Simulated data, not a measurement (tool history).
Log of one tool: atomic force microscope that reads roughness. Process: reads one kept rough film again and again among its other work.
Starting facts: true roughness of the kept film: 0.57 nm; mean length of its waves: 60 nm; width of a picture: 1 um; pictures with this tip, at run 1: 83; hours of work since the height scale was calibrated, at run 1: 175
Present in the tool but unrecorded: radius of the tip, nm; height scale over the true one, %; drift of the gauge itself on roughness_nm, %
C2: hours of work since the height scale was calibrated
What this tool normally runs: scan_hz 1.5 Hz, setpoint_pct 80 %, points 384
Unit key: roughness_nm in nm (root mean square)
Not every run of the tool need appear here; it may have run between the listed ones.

{"run": 1, "hour": 0.0, "scan_hz": 1.5, "setpoint_pct": 80, "points": 384, "pictures with this tip": 83, "C2": 175, "roughness_nm": 0.524}
{"run": 2, "hour": 17.5, "scan_hz": 1.5, "setpoint_pct": 80, "points": 384, "pictures with this tip": 105, "C2": 189, "roughness_nm": 0.521}
{"run": 3, "hour": 28.7, "scan_hz": 1.5, "setpoint_pct": 80, "points": 384, "pictures with this tip": 119, "C2": 197, "roughness_nm": 0.521}
{"run": 4, "hour": 48.0, "scan_hz": 1.5, "setpoint_pct": 80, "points": 384, "pictures with this tip": 144, "C2": 212, "roughness_nm": 0.52}
{"hour": 68.0, "done": "new tip fitted"}
{"run": 5, "hour": 72.4, "scan_hz": 1.5, "setpoint_pct": 80, "points": 384, "pictures with this tip": 5, "C2": 231, "roughness_nm": 0.526}
{"run": 6, "hour": 84.7, "scan_hz": 1.5, "setpoint_pct": 80, "points": 384, "pictures with this tip": 21, "C2": 240, "roughness_nm": 0.524}
{"run": 7, "hour": 98.8, "scan_hz": 1.5, "setpoint_pct": 80, "points": 261, "pictures with this tip": 39, "C2": 251, "roughness_nm": 0.523}
{"run": 8, "hour": 122.0, "scan_hz": 1.5, "setpoint_pct": 80, "points": 261, "pictures with this tip": 68, "C2": 269, "roughness_nm": 0.521}
{"run": 9, "hour": 142.9, "scan_hz": 2.15, "setpoint_pct": 80, "points": 261, "pictures with this tip": 95, "C2": 285, "roughness_nm": 0.504}
{"run": 10, "hour": 157.5, "scan_hz": 2.15, "setpoint_pct": 80, "points": 261, "pictures with this tip": 114, "C2": 296, "roughness_nm": 0.506}
{"run": 11, "hour": 184.0, "scan_hz": 1.5, "setpoint_pct": 80, "points": 265, "pictures with this tip": 147, "C2": 317, "roughness_nm": 0.519}
{"run": 12, "hour": 198.7, "scan_hz": 1.5, "setpoint_pct": 57, "points": 265, "pictures with this tip": 166, "C2": 328, "roughness_nm": 0.55}
{"hour": 201.1, "done": "new tip fitted"}
{"run": 13, "hour": 211.3, "scan_hz": 1.5, "setpoint_pct": 65, "points": 384, "pictures with this tip": 13, "C2": 338, "roughness_nm": 0.548}
{"run": 14, "hour": 227.0, "scan_hz": 1.5, "setpoint_pct": 80, "points": 265, "pictures with this tip": 33, "C2": 350, "roughness_nm": 0.522}
{"run": 15, "hour": 242.3, "scan_hz": 1.5, "setpoint_pct": 80, "points": 435, "pictures with this tip": 52, "C2": 361, "roughness_nm": 0.525}
{"run": 16, "hour": 254.2, "scan_hz": 1.5, "setpoint_pct": 56, "points": 435, "pictures with this tip": 67, "C2": 371, "roughness_nm": 0.555}
{"run": 17, "hour": 271.9, "scan_hz": 1.5, "setpoint_pct": 56, "points": 435, "pictures with this tip": 90, "C2": 384, "roughness_nm": 0.554}
{"run": 18, "hour": 287.7, "scan_hz": 1.5, "setpoint_pct": 56, "points": 435, "pictures with this tip": 110, "C2": 397, "roughness_nm": 0.555}
{"hour": 291.2, "done": "height scale calibrated on a step standard"}
{"run": 19, "hour": 311.4, "scan_hz": 1.49, "setpoint_pct": 66, "points": 675, "pictures with this tip": 139, "C2": 16, "roughness_nm": 0.546}
{"run": 20, "hour": 327.5, "scan_hz": 0.77, "setpoint_pct": 75, "points": 320, "pictures with this tip": 159, "C2": 28, "roughness_nm": 0.546}
{"hour": 334.3, "done": "new tip fitted"}
{"run": 21, "hour": 353.4, "scan_hz": 1.04, "setpoint_pct": 66, "points": 517, "pictures with this tip": 25, "C2": 48, "roughness_nm": 0.555}
{"hour": 359.4, "done": "height scale calibrated on a step standard, once more"}
{"run": 22, "hour": 374.6, "scan_hz": 1.04, "setpoint_pct": 66, "points": 517, "pictures with this tip": 51, "C2": 12, "roughness_nm": 0.553}
{"run": 23, "hour": 395.1, "scan_hz": 0.72, "setpoint_pct": 80, "points": 399, "pictures with this tip": 77, "C2": 28, "roughness_nm": 0.541}
{"run": 24, "hour": 415.3, "scan_hz": 1.72, "setpoint_pct": 88, "points": 795, "pictures with this tip": 102, "C2": 43, "roughness_nm": 0.495}
{"run": 25, "hour": 442.6, "scan_hz": 0.59, "setpoint_pct": 71, "points": 297, "pictures with this tip": 137, "C2": 64, "roughness_nm": 0.549}
{"run": 26, "hour": 462.5, "scan_hz": 0.59, "setpoint_pct": 76, "points": 319, "pictures with this tip": 162, "C2": 80, "roughness_nm": 0.546}
{"hour": 466.9, "done": "new tip fitted"}
{"run": 27, "hour": 481.1, "scan_hz": 0.59, "setpoint_pct": 76, "points": 319, "pictures with this tip": 19, "C2": 94, "roughness_nm": 0.551}
{"run": 28, "hour": 495.7, "scan_hz": 0.59, "setpoint_pct": 72, "points": 279, "pictures with this tip": 37, "C2": 105, "roughness_nm": 0.555}
{"run": 29, "hour": 515.9, "scan_hz": 3.36, "setpoint_pct": 84, "points": 536, "pictures with this tip": 63, "C2": 121, "roughness_nm": 0.463}
{"run": 30, "hour": 530.2, "scan_hz": 0.99, "setpoint_pct": 65, "points": 627, "pictures with this tip": 81, "C2": 132, "roughness_nm": 0.553}
{"run": 31, "hour": 552.8, "scan_hz": 1.64, "setpoint_pct": 71, "points": 721, "pictures with this tip": 110, "C2": 149, "roughness_nm": 0.537}
{"run": 32, "hour": 576.6, "scan_hz": 1.5, "setpoint_pct": 61, "points": 271, "pictures with this tip": 140, "C2": 167, "roughness_nm": 0.546}
{"run": 33, "hour": 593.3, "scan_hz": 1.5, "setpoint_pct": 57, "points": 557, "pictures with this tip": 161, "C2": 180, "roughness_nm": 0.551}
{"hour": 598.6, "done": "new tip fitted"}
{"run": 34, "hour": 605.5, "scan_hz": 1.5, "setpoint_pct": 57, "points": 557, "pictures with this tip": 8, "C2": 189, "roughness_nm": 0.558}
{"run": 35, "hour": 624.2, "scan_hz": 1.5, "setpoint_pct": 57, "points": 557, "pictures with this tip": 32, "C2": 204, "roughness_nm": 0.556}
{"run": 36, "hour": 646.0, "scan_hz": 1.5, "setpoint_pct": 55, "points": 476, "pictures with this tip": 60, "C2": 221, "roughness_nm": 0.556}

Each row is a separate what-if for the run after 36, all from the same tool condition, not one after another. Results?
{"run": "A", "hour": 660.6, "scan_hz": 1.56, "setpoint_pct": 80, "points": 384, "pictures with this tip": 79, "C2": 232, "roughness_nm": "?"}
{"run": "B", "hour": 660.6, "scan_hz": 1.5, "setpoint_pct": 55, "points": 297, "pictures with this tip": 79, "C2": 232, "roughness_nm": "?"}
{"run": "C", "hour": 660.6, "scan_hz": 1.12, "setpoint_pct": 73, "points": 433, "pictures with this tip": 79, "C2": 232, "roughness_nm": "?"}

run=A roughness_nm=0.521
run=B roughness_nm=0.557
run=C roughness_nm=0.539
The same runs, with their run-to-run variation unchanged, on a tool lacking any hidden condition would have given:
run=A roughness_nm=0.523
run=B roughness_nm=0.559
run=C roughness_nm=0.541

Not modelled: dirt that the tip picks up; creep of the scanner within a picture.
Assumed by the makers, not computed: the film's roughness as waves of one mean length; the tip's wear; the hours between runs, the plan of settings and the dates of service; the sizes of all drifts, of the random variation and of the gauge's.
